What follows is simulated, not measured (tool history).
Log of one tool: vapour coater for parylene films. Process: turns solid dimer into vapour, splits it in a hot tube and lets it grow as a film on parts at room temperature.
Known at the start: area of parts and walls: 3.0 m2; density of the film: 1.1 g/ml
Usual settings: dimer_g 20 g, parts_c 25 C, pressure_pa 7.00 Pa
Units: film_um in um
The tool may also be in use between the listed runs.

| run | day | dimer_g | parts_c | pressure_pa | film_um |
|---|---|---|---|---|---|
| 1 | 0.000 | 20 | 25 | 7.00 | 3.32 |
| 2 | 0.742 | 20 | 25 | 7.00 | 3.37 |
| 3 | 1.500 | 20 | 35 | 7.00 | 2.41 |
| 4 | 1.971 | 32 | 25 | 7.00 | 5.26 |
| 5 | 2.742 | 20 | 25 | 7.00 | 3.27 |
| 6 | 3.562 | 20 | 25 | 7.00 | 3.27 |
| 7 | 4.383 | 20 | 25 | 7.00 | 3.26 |
| 8 | 4.917 | 8 | 23 | 6.44 | 1.39 |
| 9 | 5.792 | 10 | 23 | 2.75 | 1.97 |
| 10 | 6.654 | 10 | 23 | 2.75 | 1.99 |
| 11 | 7.138 | 30 | 33 | 2.05 | 4.54 |
| 12 | 7.608 | 27 | 27 | 2.06 | 4.84 |
| 13 | 8.025 | 27 | 27 | 2.06 | 4.78 |

3 ways to go on from here, each from the tool as it stands after run 13. What would each give?
| A | 8.604 | 11 | 31 | 2.17 | ? |
| B | 8.604 | 26 | 18 | 8.54 | ? |
| C | 8.604 | 20 | 37 | 7.00 | ? |

| run | film_um |
|---|---|
| A | 1.73 |
| B | 5.13 |
| C | 2.25 |
Without the tool's hidden state the same runs would have given:
| run | film_um |
|---|---|
| A | 1.78 |
| B | 5.26 |
| C | 2.31 |

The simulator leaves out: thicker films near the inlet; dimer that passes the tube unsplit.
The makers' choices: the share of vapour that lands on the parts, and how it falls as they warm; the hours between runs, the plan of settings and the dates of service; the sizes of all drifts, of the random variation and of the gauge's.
